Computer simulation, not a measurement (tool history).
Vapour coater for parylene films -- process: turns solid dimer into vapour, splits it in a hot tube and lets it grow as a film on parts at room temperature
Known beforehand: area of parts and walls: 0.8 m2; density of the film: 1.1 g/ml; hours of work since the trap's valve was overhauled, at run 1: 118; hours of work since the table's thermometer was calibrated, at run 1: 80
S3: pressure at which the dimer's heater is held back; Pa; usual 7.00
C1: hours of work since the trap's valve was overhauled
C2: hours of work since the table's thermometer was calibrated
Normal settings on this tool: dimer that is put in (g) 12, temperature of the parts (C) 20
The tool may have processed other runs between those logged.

{"run": 1, "day": 0.0, "dimer that is put in (g)": 12, "temperature of the parts (C)": 20, "S3": 7.0, "C1": 118, "C2": 80, "thickness of the film (um)": 7.81}
{"run": 2, "day": 2.9, "dimer that is put in (g)": 12, "temperature of the parts (C)": 20, "S3": 7.0, "C1": 158, "C2": 121, "thickness of the film (um)": 7.92}
{"run": 3, "day": 5.671, "dimer that is put in (g)": 12, "temperature of the parts (C)": 20, "S3": 7.0, "C1": 197, "C2": 159, "thickness of the film (um)": 7.9}
{"run": 4, "day": 7.65, "dimer that is put in (g)": 12, "temperature of the parts (C)": 20, "S3": 7.0, "C1": 224, "C2": 187, "thickness of the film (um)": 7.86}
{"run": 5, "day": 10.421, "dimer that is put in (g)": 12, "temperature of the parts (C)": 18, "S3": 7.0, "C1": 263, "C2": 225, "thickness of the film (um)": 8.62}
{"run": 6, "day": 12.621, "dimer that is put in (g)": 12, "temperature of the parts (C)": 18, "S3": 7.0, "C1": 293, "C2": 256, "thickness of the film (um)": 8.44}
{"run": 7, "day": 13.942, "dimer that is put in (g)": 12, "temperature of the parts (C)": 18, "S3": 7.0, "C1": 312, "C2": 274, "thickness of the film (um)": 8.5}
{"run": 8, "day": 16.7, "dimer that is put in (g)": 6, "temperature of the parts (C)": 20, "S3": 7.0, "C1": 350, "C2": 313, "thickness of the film (um)": 3.97}
{"run": 9, "day": 18.392, "dimer that is put in (g)": 12, "temperature of the parts (C)": 20, "S3": 7.0, "C1": 374, "C2": 336, "thickness of the film (um)": 7.98}
{"run": 10, "day": 20.196, "dimer that is put in (g)": 12, "temperature of the parts (C)": 20, "S3": 7.0, "C1": 399, "C2": 361, "thickness of the film (um)": 7.87}
{"run": 11, "day": 21.717, "dimer that is put in (g)": 12, "temperature of the parts (C)": 20, "S3": 7.0, "C1": 420, "C2": 382, "thickness of the film (um)": 7.83}
{"run": 12, "day": 24.329, "dimer that is put in (g)": 12, "temperature of the parts (C)": 14, "S3": 7.0, "C1": 456, "C2": 419, "thickness of the film (um)": 9.9}
{"run": 13, "day": 25.546, "dimer that is put in (g)": 11, "temperature of the parts (C)": 20, "S3": 7.0, "C1": 473, "C2": 436, "thickness of the film (um)": 7.14}
{"run": 14, "day": 27.025, "dimer that is put in (g)": 12, "temperature of the parts (C)": 20, "S3": 7.0, "C1": 494, "C2": 456, "thickness of the film (um)": 7.76}
{"run": 15, "day": 28.417, "dimer that is put in (g)": 12, "temperature of the parts (C)": 20, "S3": 7.12, "C1": 513, "C2": 476, "thickness of the film (um)": 8.0}
{"run": 16, "day": 30.383, "dimer that is put in (g)": 12, "temperature of the parts (C)": 16, "S3": 5.27, "C1": 540, "C2": 503, "thickness of the film (um)": 9.47}
{"day": 30.983, "done": "trap's valve overhauled"}
{"run": 17, "day": 32.058, "dimer that is put in (g)": 8, "temperature of the parts (C)": 16, "S3": 11.49, "C1": 15, "C2": 524, "thickness of the film (um)": 5.89}
{"run": 18, "day": 34.475, "dimer that is put in (g)": 17, "temperature of the parts (C)": 16, "S3": 7.88, "C1": 49, "C2": 557, "thickness of the film (um)": 12.89}
{"run": 19, "day": 36.958, "dimer that is put in (g)": 17, "temperature of the parts (C)": 16, "S3": 7.88, "C1": 83, "C2": 592, "thickness of the film (um)": 12.91}
{"run": 20, "day": 38.971, "dimer that is put in (g)": 17, "temperature of the parts (C)": 16, "S3": 7.88, "C1": 111, "C2": 620, "thickness of the film (um)": 12.78}
{"run": 21, "day": 40.267, "dimer that is put in (g)": 17, "temperature of the parts (C)": 16, "S3": 7.88, "C1": 129, "C2": 638, "thickness of the film (um)": 13.0}
{"run": 22, "day": 41.671, "dimer that is put in (g)": 17, "temperature of the parts (C)": 16, "S3": 7.88, "C1": 149, "C2": 657, "thickness of the film (um)": 12.75}
{"run": 23, "day": 43.462, "dimer that is put in (g)": 8, "temperature of the parts (C)": 29, "S3": 7.0, "C1": 174, "C2": 682, "thickness of the film (um)": 3.75}
{"run": 24, "day": 44.725, "dimer that is put in (g)": 6, "temperature of the parts (C)": 26, "S3": 8.69, "C1": 191, "C2": 700, "thickness of the film (um)": 3.04}
{"run": 25, "day": 46.133, "dimer that is put in (g)": 6, "temperature of the parts (C)": 26, "S3": 8.69, "C1": 211, "C2": 720, "thickness of the film (um)": 3.03}
{"run": 26, "day": 47.904, "dimer that is put in (g)": 6, "temperature of the parts (C)": 12, "S3": 2.81, "C1": 235, "C2": 744, "thickness of the film (um)": 5.89}
{"run": 27, "day": 49.471, "dimer that is put in (g)": 13, "temperature of the parts (C)": 15, "S3": 6.68, "C1": 257, "C2": 766, "thickness of the film (um)": 10.5}
{"run": 28, "day": 52.279, "dimer that is put in (g)": 13, "temperature of the parts (C)": 22, "S3": 3.32, "C1": 296, "C2": 805, "thickness of the film (um)": 8.39}

For each entry between runs, how does the tool's hidden state at the last listed run before it compare with that at the first listed run after it?
Run 16 -> run 17: trap's valve overhauled (day 30.983)
  vapour lost through the trap's worn valve, %: 0.6 -> 0
